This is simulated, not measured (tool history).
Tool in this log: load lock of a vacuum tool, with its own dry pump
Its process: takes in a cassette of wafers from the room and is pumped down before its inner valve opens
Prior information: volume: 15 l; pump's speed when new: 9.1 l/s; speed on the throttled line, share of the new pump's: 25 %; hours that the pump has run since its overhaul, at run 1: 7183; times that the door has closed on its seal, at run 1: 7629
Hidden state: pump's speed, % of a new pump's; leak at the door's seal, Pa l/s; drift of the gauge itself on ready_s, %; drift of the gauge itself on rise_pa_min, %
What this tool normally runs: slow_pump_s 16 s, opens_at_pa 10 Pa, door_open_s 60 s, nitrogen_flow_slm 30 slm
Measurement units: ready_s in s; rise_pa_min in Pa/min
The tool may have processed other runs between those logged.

run    hour  slow_pump_s  opens_at_pa  door_open_s  nitrogen_flow_slm  hours that the pump has run since its overhaul  times that the door has closed on its seal  incoming humidity of the room's air, %  ready_s  rise_pa_min
  1       0           16           10           60                 30                                            7183                                        7629                                    46.8     29.5        0.044
  2    73.6           16           10           60                 30                                            7257                                        7829                                    45.1     29.8        0.041
  3   207.9           16           10           60                 30                                            7391                                        8194                                    44.3     29.6        0.045
  4     344           16           10          144                 30                                            7527                                        8564                                    42.3     29.7        0.069
  5   438.2           16           10           60                 30                                            7622                                        8820                                    44.8     29.5        0.046
  6   540.9           16           10           60                 30                                            7724                                        9099                                    48.6     29.8        0.052
  7   703.4           21           10           60                 30                                            7887                                        9540                                    42.6     33.6        0.049
  8   861.9           27           10           60                 30                                            8045                                        9971                                    46.2     37.5        0.054
  9   967.8           27           10           60                 30                                            8151                                       10259                                    44.9     37.2        0.057
 10  1097.9           27           10           60                 30                                            8281                                       10613                                    46.4     37.4         0.05
 11  1261.7           16           10           60                 31                                            8445                                       11058                                    45.6     30.2        0.053
 12  1366.5           15           10           60                 30                                            8550                                       11343                                    43.7     29.4        0.053
 13  1535.2           15           10           60                 30                                            8719                                       11801                                    44.2     29.5        0.052
 14  1708.2           16           10           60                 30                                            8892                                       12271                                    45.9     30.1         0.06
 15  1864.3           16           10          124                 30                                            9048                                       12695                                      46     29.8        0.069
 16  1945.4           16           10          124                 30                                            9129                                       12916                                    46.4     30.2        0.078
     2106.6  -- dry pump taken out, an overhauled one fitted
 17  2106.6           13           10           60                 30                                               0                                       13338                                    45.5     24.9        0.063
 18  2194.5           13           10           60                 30                                              88                                       13576                                    49.9     24.9        0.064
 19  2308.4           16           10           60                  4                                             202                                       13886                                    41.6     27.5        0.072
 20  2420.1           19           17           55                  4                                             314                                       14190                                    47.9     28.9        0.081
 21  2575.9            9           15           53                  4                                             469                                       14613                                    46.7     21.6         0.08
 22  2736.3            9           12           36                 30                                             630                                       15049                                    44.5     21.7        0.047
 23  2833.9           19           12           36                 32                                             727                                       15314                                    45.6     29.8        0.044
 24  2909.8           19           12           36                 32                                             803                                       15520                                    43.2     29.4        0.055
 25  3087.7           19           12           36                 32                                             981                                       16004                                    43.7     29.5        0.051
 26  3231.8           16           10           26                 30                                            1125                                       16395                                    46.4     27.9        0.049
 27  3359.7           32           10           60                 33                                            1253                                       16743                                    45.2     39.3         0.06
 28  3446.7            9           10           60                 25                                            1340                                       16979                                      44     22.4        0.058
 29  3607.5           16           10           54                 23                                            1501                                       17416                                    42.4     27.6        0.062
 30  3718.4           21            9           39                 23                                            1612                                       17718                                    41.7       32        0.061
 31  3874.7           12           12           48                 31                                            1768                                       18142                                    44.4     24.3        0.063
 32  3998.3           12           12           48                 31                                            1892                                       18478                                    45.9     24.9        0.059
 33    4103           12           12           48                 31                                            1996                                       18763                                    46.9     24.5        0.067
 34  4176.8           12           12           48                 31                                            2070                                       18963                                    42.5     24.8         0.06
 35  4294.7           15            7           28                 31                                            2188                                       19284                                    44.5     27.7        0.054
 36  4471.3           15            7           28                 31                                            2365                                       19764                                    43.5     27.8        0.051
 37  4567.9           13            9          160                  6                                            2461                                       20026                                    46.1     25.7        0.134

For some of the steps in ready_s from one run to the next: how much would appear even if the tool had no hidden state, given the settings, what came in and random variation, and how much remains for the hidden state plus any gauge scatter that the measured result and the result without hidden state don't share?
Run 7 -> 8: slow_pump_s 21 -> 27. ready_s +3.9 s: hidden state -0.3, all else +4.2.
Run 10 -> 11: slow_pump_s 27 -> 16, nitrogen_flow_slm 30 -> 31. ready_s -7.2 s: hidden state +0.8, all else -8.
Run 16 -> 17: slow_pump_s 16 -> 13, door_open_s 124 -> 60, dry pump taken out, an overhauled one fitted. ready_s -5.3 s: hidden state -3.1, all else -2.2.
Run 22 -> 23: slow_pump_s 9 -> 19, nitrogen_flow_slm 30 -> 32. ready_s +8.1 s: hidden state +0, all else +8.1.
Run 26 -> 27: slow_pump_s 16 -> 32, door_open_s 26 -> 60, nitrogen_flow_slm 30 -> 33. ready_s +11.4 s: hidden state -0.1, all else +11.5.
Run 27 -> 28: slow_pump_s 32 -> 9, nitrogen_flow_slm 33 -> 25. ready_s -16.9 s: hidden state +0.3, all else -17.2.
